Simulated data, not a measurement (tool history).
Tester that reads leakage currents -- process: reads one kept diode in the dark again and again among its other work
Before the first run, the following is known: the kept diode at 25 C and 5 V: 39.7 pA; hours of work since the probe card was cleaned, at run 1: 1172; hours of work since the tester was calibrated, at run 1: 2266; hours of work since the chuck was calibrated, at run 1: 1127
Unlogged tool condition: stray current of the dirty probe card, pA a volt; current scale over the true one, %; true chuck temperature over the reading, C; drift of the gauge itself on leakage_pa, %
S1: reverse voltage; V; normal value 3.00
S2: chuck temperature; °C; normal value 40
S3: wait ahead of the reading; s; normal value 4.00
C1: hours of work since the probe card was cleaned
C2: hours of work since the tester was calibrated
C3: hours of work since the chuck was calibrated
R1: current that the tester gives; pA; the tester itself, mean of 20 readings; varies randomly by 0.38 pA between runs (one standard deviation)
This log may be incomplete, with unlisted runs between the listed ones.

| run | hour | S1 | S2 | S3 | C1 | C2 | C3 | R1 |
|---|---|---|---|---|---|---|---|---|
| 1 | 0.0 | 3.00 | 40 | 4.00 | 1172 | 2266 | 1127 | 132.54 |
| 2 | 37.0 | 3.00 | 40 | 4.00 | 1199 | 2293 | 1155 | 132.49 |
| 3 | 72.8 | 3.00 | 40 | 4.00 | 1226 | 2320 | 1181 | 131.95 |
| 4 | 100.8 | 3.00 | 40 | 4.00 | 1247 | 2341 | 1202 | 133.88 |
| 5 | 135.7 | 3.00 | 40 | 4.00 | 1272 | 2367 | 1228 | 132.63 |
| 6 | 172.6 | 3.00 | 40 | 4.00 | 1300 | 2394 | 1255 | 133.30 |
| 7 | 216.4 | 3.00 | 40 | 4.00 | 1332 | 2426 | 1288 | 133.76 |
| 8 | 243.7 | 3.00 | 40 | 4.00 | 1353 | 2447 | 1308 | 132.80 |
| 9 | 274.9 | 3.00 | 40 | 1.25 | 1376 | 2470 | 1331 | 134.16 |
| 10 | 306.3 | 3.00 | 40 | 4.00 | 1399 | 2493 | 1355 | 134.67 |
| 11 | 328.8 | 3.00 | 40 | 4.00 | 1416 | 2510 | 1371 | 133.77 |
| 12 | 360.2 | 3.00 | 40 | 4.00 | 1439 | 2533 | 1395 | 135.38 |
| 13 | 395.2 | 3.00 | 40 | 4.00 | 1465 | 2559 | 1421 | 134.59 |
| 14 | 416.2 | 3.00 | 40 | 4.00 | 1481 | 2575 | 1436 | 134.66 |
| 15 | 448.5 | 3.00 | 40 | 4.00 | 1505 | 2599 | 1460 | 135.19 |
|  | 458.0 | tester calibrated |
| 16 | 481.5 | 3.00 | 40 | 4.00 | 1528 | 17 | 1483 | 135.96 |
| 17 | 503.9 | 3.00 | 40 | 0.31 | 1544 | 34 | 1500 | 138.97 |
| 18 | 542.5 | 3.00 | 40 | 0.31 | 1573 | 63 | 1529 | 138.82 |
| 19 | 571.9 | 3.00 | 40 | 0.31 | 1595 | 85 | 1551 | 138.99 |
| 20 | 589.8 | 3.00 | 40 | 0.31 | 1608 | 98 | 1564 | 139.25 |
| 21 | 615.6 | 3.00 | 40 | 0.31 | 1627 | 117 | 1583 | 139.07 |
| 22 | 643.9 | 3.00 | 40 | 0.31 | 1648 | 138 | 1604 | 139.42 |
| 23 | 664.2 | 2.27 | 45 | 0.31 | 1663 | 153 | 1619 | 188.24 |
| 24 | 701.0 | 4.70 | 40 | 0.79 | 1691 | 180 | 1646 | 160.53 |
| 25 | 721.1 | 1.72 | 40 | 0.79 | 1706 | 195 | 1661 | 115.98 |
| 26 | 757.7 | 3.00 | 58 | 4.00 | 1733 | 223 | 1688 | 551.68 |
| 27 | 794.9 | 3.00 | 58 | 4.00 | 1760 | 250 | 1716 | 551.70 |
| 28 | 819.1 | 9.90 | 40 | 1.12 | 1778 | 268 | 1734 | 206.09 |
| 29 | 852.2 | 1.17 | 35 | 8.08 | 1803 | 293 | 1759 | 67.96 |
| 30 | 891.2 | 1.17 | 35 | 8.08 | 1832 | 322 | 1788 | 67.99 |
| 31 | 931.5 | 1.01 | 40 | 2.40 | 1862 | 352 | 1818 | 98.18 |
| 32 | 960.3 | 2.02 | 38 | 1.65 | 1883 | 373 | 1839 | 104.82 |
| 33 | 994.7 | 5.11 | 40 | 0.59 | 1909 | 399 | 1864 | 167.06 |
|  | 1014.4 | chuck's temperature calibrated |
| 34 | 1017.6 | 3.00 | 38 | 0.34 | 1924 | 414 | 2 | 108.36 |
| 35 | 1046.2 | 8.30 | 20 | 4.00 | 1946 | 435 | 24 | 35.66 |
| 36 | 1066.2 | 1.77 | 36 | 9.54 | 1960 | 450 | 38 | 76.51 |
| 37 | 1090.8 | 3.00 | 52 | 4.00 | 1979 | 468 | 57 | 323.29 |
| 38 | 1115.5 | 3.00 | 52 | 4.00 | 1997 | 487 | 75 | 325.10 |
| 39 | 1153.0 | 3.00 | 52 | 4.00 | 2025 | 515 | 103 | 325.95 |

What differs in the tool's unlogged condition from the final listed run ahead of each entry between runs to the first listed run following it?
Between runs 15 and 16: tester calibrated (hour 458.0)
  stray current of the dirty probe card, pA a volt: 0.55 -> 0.558; current scale over the true one, %: -0.81 -> 0; true chuck temperature over the reading, C: 0.97 -> 0.98
  measured result minus the result with no hidden state, R1: +10.74 -> +12.01 pA
Between runs 33 and 34: chuck's temperature calibrated (hour 1014.4)
  stray current of the dirty probe card, pA a volt: 0.702 -> 0.709; current scale over the true one, %: -0.13 -> -0.14; true chuck temperature over the reading, C: 1.25 -> -0.04
  measured result minus the result with no hidden state, R1: +19.06 -> +1.55 pA

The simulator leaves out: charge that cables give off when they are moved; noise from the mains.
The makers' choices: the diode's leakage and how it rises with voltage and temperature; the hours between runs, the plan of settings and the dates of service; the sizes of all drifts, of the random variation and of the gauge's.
